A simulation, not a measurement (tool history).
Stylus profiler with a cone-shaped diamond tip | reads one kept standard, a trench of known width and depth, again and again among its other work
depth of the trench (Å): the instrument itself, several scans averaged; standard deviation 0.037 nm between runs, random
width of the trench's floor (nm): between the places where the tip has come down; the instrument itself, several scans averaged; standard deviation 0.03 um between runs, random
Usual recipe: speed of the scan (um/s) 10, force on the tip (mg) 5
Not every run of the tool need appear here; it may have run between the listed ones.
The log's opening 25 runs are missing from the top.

run      day  speed of the scan (um/s)  force on the tip (mg)  depth of the trench (Å)  width of the trench's floor (nm)
 26   85.096                        18                    3.6                     1024                             47730
 27   87.533                         4                   4.77                   1027.5                             47790
 28   91.608                         5                   4.44                   1026.7                             47790
      92.971  -- height scale calibrated on a step standard
 29   94.967                         5                   4.44                   1019.7                             47760
 30   99.192                        25                   3.68                   1018.2                             47700
 31  101.667                        25                   3.68                   1018.7                             47660
 32  103.971                        17                    4.4                   1020.7                             47670
 33  107.958                        17                    4.4                   1021.1                             47610

Here are 3 independent what-if runs from the current tool condition. What would each one return?
  A  111.225                        18                  14.22                        ?                                 ?
  B  111.225                        28                   5.62                        ?                                 ?
  C  111.225                         4                  12.68                        ?                                 ?

run  depth of the trench (Å)  width of the trench's floor (nm)
  A                   1044.8                             47650
  B                   1025.3                             47510
  C                   1041.4                             47660
With no hidden state in the tool, these same runs would have given:
run  depth of the trench (Å)  width of the trench's floor (nm)
  A                   1043.2                             48580
  B                   1023.7                             48450
  C                   1039.8                             48600
